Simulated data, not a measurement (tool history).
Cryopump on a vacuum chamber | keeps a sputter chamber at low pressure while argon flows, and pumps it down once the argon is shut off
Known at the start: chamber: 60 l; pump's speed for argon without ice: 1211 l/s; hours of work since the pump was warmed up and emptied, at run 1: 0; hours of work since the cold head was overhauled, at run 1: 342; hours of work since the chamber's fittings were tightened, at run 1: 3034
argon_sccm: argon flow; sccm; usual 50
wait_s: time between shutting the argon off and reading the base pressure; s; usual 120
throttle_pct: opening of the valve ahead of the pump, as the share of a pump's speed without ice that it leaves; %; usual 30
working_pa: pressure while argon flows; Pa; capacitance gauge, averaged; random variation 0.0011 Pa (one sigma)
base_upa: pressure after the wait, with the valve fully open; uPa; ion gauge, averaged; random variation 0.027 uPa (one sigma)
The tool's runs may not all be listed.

run,hour,argon_sccm,wait_s,throttle_pct,hours of work since the pump was warmed up and emptied,hours of work since the cold head was overhauled,hours of work since the chamber's fittings were tightened,working_pa,base_upa
1,0,50,120,30,0,342,3034,0.2331,2.35
2,30,50,120,30,27,369,3061,0.234,2.41
3,55.3,50,120,30,49,391,3083,0.2355,2.39
4,84.5,50,120,15,75,417,3109,0.4706,2.5
5,107.1,50,120,15,95,437,3129,0.4697,2.47
6,131.2,50,120,15,116,458,3150,0.4677,2.52
7,163.8,50,83,30,145,487,3179,0.2378,2.97
8,196.8,50,83,30,175,517,3209,0.2415,3.12
9,220.4,50,83,30,196,537,3229,0.2422,3.12
10,252.1,50,83,30,224,566,3258,0.2432,3.13
11,278.9,50,83,30,248,589,3281,0.2463,3.13
12,307.6,50,83,30,273,615,3307,0.2449,3.13
13,331.3,50,83,30,294,636,3328,0.2497,3.15
14,354.5,50,83,30,315,656,3348,0.2483,3.18
15,374.5,50,83,30,332,674,3366,0.2514,3.29
# hour 382.9: pump warmed up, emptied and cooled again
16,414,50,83,30,28,705,3397,0.2327,2.98
17,440.7,50,52,30,51,729,3421,0.2355,3.84
18,456.8,31,44,24,66,743,3435,0.1822,4.25
19,488.9,50,270,20,94,771,3463,0.3538,2.02
20,513.6,50,170,36,116,793,3485,0.2016,2.4
21,550,36,120,34,148,826,3518,0.1538,2.73
22,574.7,36,120,34,170,847,3539,0.1542,2.74
23,607.5,25,120,48,199,877,3569,0.078,2.86
24,642.7,38,120,48,231,908,3600,0.1199,2.88
25,671.9,38,120,48,257,934,3626,0.1202,2.81
# hour 692.6: leaking fittings of the chamber tightened, without venting
26,709.5,38,120,48,288,965,15,0.1225,1.31
27,736.7,50,107,16,312,989,39,0.4551,1.46
# hour 767: pump warmed up, emptied and cooled again
28,773.3,50,107,16,6,1017,67,0.4397,1.38
29,809.6,50,22,43,38,1050,99,0.165,5.55
30,826.7,77,87,30,53,1065,115,0.3652,1.65
31,862.8,77,87,30,85,1097,147,0.3677,1.7
32,888.4,95,120,30,108,1120,169,0.453,1.33
33,916.1,50,105,35,132,1144,194,0.2061,1.44

Some steps in working_pa between neighbouring runs. How much of each would the tool show without its hidden state too (settings, what came in, random variation), and how much is left for the hidden state, with any gauge scatter that isn't in both results?
The hidden state here: pump's speed, % of a pump's without ice; cold plate's temperature, K; leak into the chamber, uPa l/s; drift of the gauge itself on working_pa, %; drift of the gauge itself on base_upa, %.
Run 15 -> 16: pump warmed up, emptied and cooled again. working_pa -0.0187 Pa: hidden state -0.016, all else -0.0027.
Run 26 -> 27: argon_sccm 38 -> 50, wait_s 120 -> 107, throttle_pct 48 -> 16. working_pa +0.3326 Pa: hidden state +0.0054, all else +0.3272.
Run 27 -> 28: pump warmed up, emptied and cooled again. working_pa -0.0154 Pa: hidden state -0.0158, all else +0.0004.
Run 28 -> 29: wait_s 107 -> 22, throttle_pct 16 -> 43. working_pa -0.2747 Pa: hidden state +0.0015, all else -0.2762.
Run 32 -> 33: argon_sccm 95 -> 50, wait_s 120 -> 105, throttle_pct 30 -> 35. working_pa -0.2469 Pa: hidden state -0.0043, all else -0.2426.
